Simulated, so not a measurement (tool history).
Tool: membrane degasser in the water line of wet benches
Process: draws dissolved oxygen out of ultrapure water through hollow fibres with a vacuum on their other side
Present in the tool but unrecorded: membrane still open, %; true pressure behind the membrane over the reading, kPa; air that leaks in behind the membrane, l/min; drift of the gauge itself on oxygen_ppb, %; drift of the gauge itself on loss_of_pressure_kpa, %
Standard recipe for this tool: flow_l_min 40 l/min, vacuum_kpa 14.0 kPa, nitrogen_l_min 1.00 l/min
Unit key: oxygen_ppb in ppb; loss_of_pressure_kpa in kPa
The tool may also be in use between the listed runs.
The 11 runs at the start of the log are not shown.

run	hour	flow_l_min	vacuum_kpa	nitrogen_l_min	hours since the membrane was changed	hours since the vacuum gauge was calibrated	hours since the vacuum lines were made tight	oxygen_ppb	loss_of_pressure_kpa
12	449.0	40	12.4	1.00	1901	3422	6007	706.5	55.92
13	498.3	40	14.0	1.00	1950	3471	6056	817.3	55.91
14	543.7	40	14.0	1.00	1996	3516	6102	816.7	56.06
15	589.5	40	14.0	1.00	2041	3562	6147	817.1	56.24
16	640.6	40	14.0	1.48	2092	3613	6199	606.7	55.85
17	664.0	29	14.0	1.48	2116	3637	6222	466.7	40.94
18	696.5	29	14.0	1.48	2148	3669	6254	465.7	40.91
19	743.5	29	14.0	1.48	2195	3716	6301	466.8	40.69
# hour 748.8: vacuum gauge calibrated
20	796.1	29	14.0	0.66	2247	47	6354	878.3	40.95
21	830.2	36	16.0	1.00	2282	81	6388	890.4	50.35
# hour 839.3: vacuum gauge calibrated, once more
22	858.0	35	33.7	0.61	2309	19	6415	2454.6	49.43
23	914.5	35	33.7	2.36	2365	75	6471	947.2	49.76
24	959.6	35	26.2	0.46	2410	120	6517	2316.9	49.62
25	1007.4	26	13.8	0.87	2458	168	6564	630.9	36.52
26	1058.1	26	13.8	0.87	2509	219	6615	632.0	36.37
27	1111.3	26	13.8	0.87	2562	272	6668	634.9	36.78
28	1145.3	26	20.2	0.87	2596	306	6702	974.3	36.98
29	1180.6	40	10.7	1.91	2631	341	6738	344.7	56.43
30	1218.3	39	12.4	1.00	2669	379	6775	679.0	55.02
31	1249.4	37	14.0	1.00	2700	410	6806	757.7	51.74
32	1280.4	37	13.8	1.65	2731	441	6837	501.7	51.66
33	1305.7	37	13.8	1.65	2757	466	6863	502.1	52.28

Below are 3 alternative next runs, each starting from the tool's condition after run 33. Predict each:
A	1355.3	37	10.8	0.65	2806	516	6912	?	?
B	1355.3	52	14.0	1.00	2806	516	6912	?	?
C	1355.3	50	16.2	0.82	2806	516	6912	?	?

run	oxygen_ppb	loss_of_pressure_kpa
A	742.6	52.19
B	978.5	73.27
C	1277.3	70.96
With the hidden condition removed and each run's random variation left untouched, the same runs would have given:
run	oxygen_ppb	loss_of_pressure_kpa
A	746.4	50.65
B	978.0	71.11
C	1280.1	68.88
